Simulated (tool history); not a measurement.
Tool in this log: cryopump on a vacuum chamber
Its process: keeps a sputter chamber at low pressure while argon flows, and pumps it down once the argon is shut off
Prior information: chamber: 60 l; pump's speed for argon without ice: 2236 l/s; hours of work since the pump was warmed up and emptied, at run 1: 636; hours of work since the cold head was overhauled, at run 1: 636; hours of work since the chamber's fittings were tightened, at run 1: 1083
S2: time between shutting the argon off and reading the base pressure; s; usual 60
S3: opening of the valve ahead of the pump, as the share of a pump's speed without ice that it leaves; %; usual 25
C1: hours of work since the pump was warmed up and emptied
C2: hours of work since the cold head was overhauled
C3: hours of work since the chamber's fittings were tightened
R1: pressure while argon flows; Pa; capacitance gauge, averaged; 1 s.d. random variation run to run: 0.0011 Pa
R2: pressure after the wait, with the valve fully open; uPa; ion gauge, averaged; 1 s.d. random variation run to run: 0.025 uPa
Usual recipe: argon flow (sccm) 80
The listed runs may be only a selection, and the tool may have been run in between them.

{"run": 1, "hour": 0.0, "argon flow (sccm)": 80, "S2": 60, "S3": 25, "C1": 636, "C2": 636, "C3": 1083, "R1": 0.2534, "R2": 2.14}
{"run": 2, "hour": 67.3, "argon flow (sccm)": 80, "S2": 60, "S3": 25, "C1": 669, "C2": 669, "C3": 1116, "R1": 0.2539, "R2": 2.08}
{"run": 3, "hour": 128.9, "argon flow (sccm)": 80, "S2": 60, "S3": 25, "C1": 699, "C2": 699, "C3": 1146, "R1": 0.2557, "R2": 2.13}
{"run": 4, "hour": 202.3, "argon flow (sccm)": 80, "S2": 60, "S3": 22, "C1": 734, "C2": 734, "C3": 1182, "R1": 0.2901, "R2": 2.24}
{"run": 5, "hour": 257.1, "argon flow (sccm)": 80, "S2": 60, "S3": 22, "C1": 761, "C2": 761, "C3": 1209, "R1": 0.2885, "R2": 2.34}
{"run": 6, "hour": 349.8, "argon flow (sccm)": 80, "S2": 60, "S3": 25, "C1": 806, "C2": 806, "C3": 1254, "R1": 0.258, "R2": 2.41}
{"run": 7, "hour": 398.0, "argon flow (sccm)": 80, "S2": 60, "S3": 25, "C1": 830, "C2": 830, "C3": 1277, "R1": 0.2591, "R2": 2.39}
{"run": 8, "hour": 449.4, "argon flow (sccm)": 80, "S2": 60, "S3": 25, "C1": 855, "C2": 855, "C3": 1303, "R1": 0.2606, "R2": 2.49}
{"hour": 506.7, "done": "pump warmed up, emptied and cooled again"}
{"run": 9, "hour": 532.1, "argon flow (sccm)": 80, "S2": 60, "S3": 25, "C1": 12, "C2": 893, "C3": 1340, "R1": 0.2449, "R2": 2.09}
{"run": 10, "hour": 636.5, "argon flow (sccm)": 32, "S2": 60, "S3": 25, "C1": 63, "C2": 944, "C3": 1391, "R1": 0.0968, "R2": 2.19}
{"run": 11, "hour": 736.4, "argon flow (sccm)": 56, "S2": 60, "S3": 25, "C1": 112, "C2": 993, "C3": 1440, "R1": 0.1725, "R2": 2.26}
{"run": 12, "hour": 843.5, "argon flow (sccm)": 56, "S2": 60, "S3": 25, "C1": 164, "C2": 1045, "C3": 1492, "R1": 0.1724, "R2": 2.35}
{"hour": 926.4, "done": "leaking fittings of the chamber tightened, without venting"}
{"run": 13, "hour": 936.4, "argon flow (sccm)": 56, "S2": 60, "S3": 25, "C1": 209, "C2": 1089, "C3": 5, "R1": 0.1723, "R2": 0.97}
{"run": 14, "hour": 1046.7, "argon flow (sccm)": 80, "S2": 60, "S3": 25, "C1": 262, "C2": 1143, "C3": 59, "R1": 0.2461, "R2": 1.05}
{"run": 15, "hour": 1143.8, "argon flow (sccm)": 80, "S2": 60, "S3": 25, "C1": 310, "C2": 1190, "C3": 106, "R1": 0.2489, "R2": 1.11}
{"run": 16, "hour": 1207.1, "argon flow (sccm)": 80, "S2": 60, "S3": 25, "C1": 341, "C2": 1221, "C3": 137, "R1": 0.2485, "R2": 1.18}
{"run": 17, "hour": 1267.3, "argon flow (sccm)": 80, "S2": 60, "S3": 23, "C1": 370, "C2": 1251, "C3": 166, "R1": 0.2692, "R2": 1.17}
{"run": 18, "hour": 1334.9, "argon flow (sccm)": 92, "S2": 60, "S3": 29, "C1": 403, "C2": 1284, "C3": 199, "R1": 0.249, "R2": 1.19}
{"run": 19, "hour": 1442.1, "argon flow (sccm)": 115, "S2": 24, "S3": 48, "C1": 455, "C2": 1336, "C3": 252, "R1": 0.1942, "R2": 2.52}
{"run": 20, "hour": 1529.3, "argon flow (sccm)": 37, "S2": 24, "S3": 35, "C1": 498, "C2": 1378, "C3": 294, "R1": 0.0844, "R2": 2.56}
{"run": 21, "hour": 1593.2, "argon flow (sccm)": 37, "S2": 24, "S3": 35, "C1": 529, "C2": 1410, "C3": 325, "R1": 0.0852, "R2": 2.52}
{"run": 22, "hour": 1665.5, "argon flow (sccm)": 80, "S2": 60, "S3": 37, "C1": 564, "C2": 1445, "C3": 361, "R1": 0.1745, "R2": 1.39}
{"run": 23, "hour": 1727.2, "argon flow (sccm)": 38, "S2": 60, "S3": 24, "C1": 594, "C2": 1475, "C3": 391, "R1": 0.125, "R2": 1.41}
{"run": 24, "hour": 1807.6, "argon flow (sccm)": 38, "S2": 60, "S3": 24, "C1": 634, "C2": 1514, "C3": 430, "R1": 0.1268, "R2": 1.5}
{"run": 25, "hour": 1921.6, "argon flow (sccm)": 80, "S2": 43, "S3": 23, "C1": 689, "C2": 1570, "C3": 486, "R1": 0.278, "R2": 1.87}
{"run": 26, "hour": 1982.0, "argon flow (sccm)": 67, "S2": 101, "S3": 23, "C1": 719, "C2": 1599, "C3": 515, "R1": 0.2317, "R2": 1.21}
{"run": 27, "hour": 2035.0, "argon flow (sccm)": 41, "S2": 60, "S3": 53, "C1": 745, "C2": 1625, "C3": 541, "R1": 0.0672, "R2": 1.66}
{"run": 28, "hour": 2147.5, "argon flow (sccm)": 36, "S2": 20, "S3": 43, "C1": 799, "C2": 1680, "C3": 596, "R1": 0.0703, "R2": 3.34}
{"run": 29, "hour": 2209.3, "argon flow (sccm)": 80, "S2": 119, "S3": 18, "C1": 830, "C2": 1710, "C3": 626, "R1": 0.3531, "R2": 1.33}
{"run": 30, "hour": 2261.7, "argon flow (sccm)": 78, "S2": 119, "S3": 23, "C1": 855, "C2": 1736, "C3": 651, "R1": 0.2731, "R2": 1.31}
{"hour": 2315.7, "done": "pump warmed up, emptied and cooled again"}
{"run": 31, "hour": 2327.2, "argon flow (sccm)": 78, "S2": 119, "S3": 23, "C1": 6, "C2": 1765, "C3": 681, "R1": 0.2578, "R2": 1.22}
{"run": 32, "hour": 2439.5, "argon flow (sccm)": 37, "S2": 100, "S3": 23, "C1": 60, "C2": 1820, "C3": 736, "R1": 0.1214, "R2": 1.31}
{"run": 33, "hour": 2548.2, "argon flow (sccm)": 76, "S2": 111, "S3": 23, "C1": 113, "C2": 1873, "C3": 789, "R1": 0.2529, "R2": 1.32}

Below are 4 alternative next runs, each starting from the tool's condition after run 33. Predict each:
{"run": "A", "hour": 2600.0, "argon flow (sccm)": 46, "S2": 29, "S3": 15, "C1": 139, "C2": 1898, "C3": 814, "R1": "?", "R2": "?"}
{"run": "B", "hour": 2600.0, "argon flow (sccm)": 80, "S2": 32, "S3": 56, "C1": 139, "C2": 1898, "C3": 814, "R1": "?", "R2": "?"}
{"run": "C", "hour": 2600.0, "argon flow (sccm)": 129, "S2": 286, "S3": 23, "C1": 139, "C2": 1898, "C3": 814, "R1": "?", "R2": "?"}
{"run": "D", "hour": 2600.0, "argon flow (sccm)": 80, "S2": 26, "S3": 25, "C1": 139, "C2": 1898, "C3": 814, "R1": "?", "R2": "?"}

run=A R1=0.2341 R2=2.67
run=B R1=0.1115 R2=2.50
run=C R1=0.4278 R2=1.06
run=D R1=0.2441 R2=2.82
With no hidden state in the tool, these same runs would have given:
run=A R1=0.2319 R2=1.90
run=B R1=0.1078 R2=1.74
run=C R1=0.4220 R2=0.31
run=D R1=0.2404 R2=2.06

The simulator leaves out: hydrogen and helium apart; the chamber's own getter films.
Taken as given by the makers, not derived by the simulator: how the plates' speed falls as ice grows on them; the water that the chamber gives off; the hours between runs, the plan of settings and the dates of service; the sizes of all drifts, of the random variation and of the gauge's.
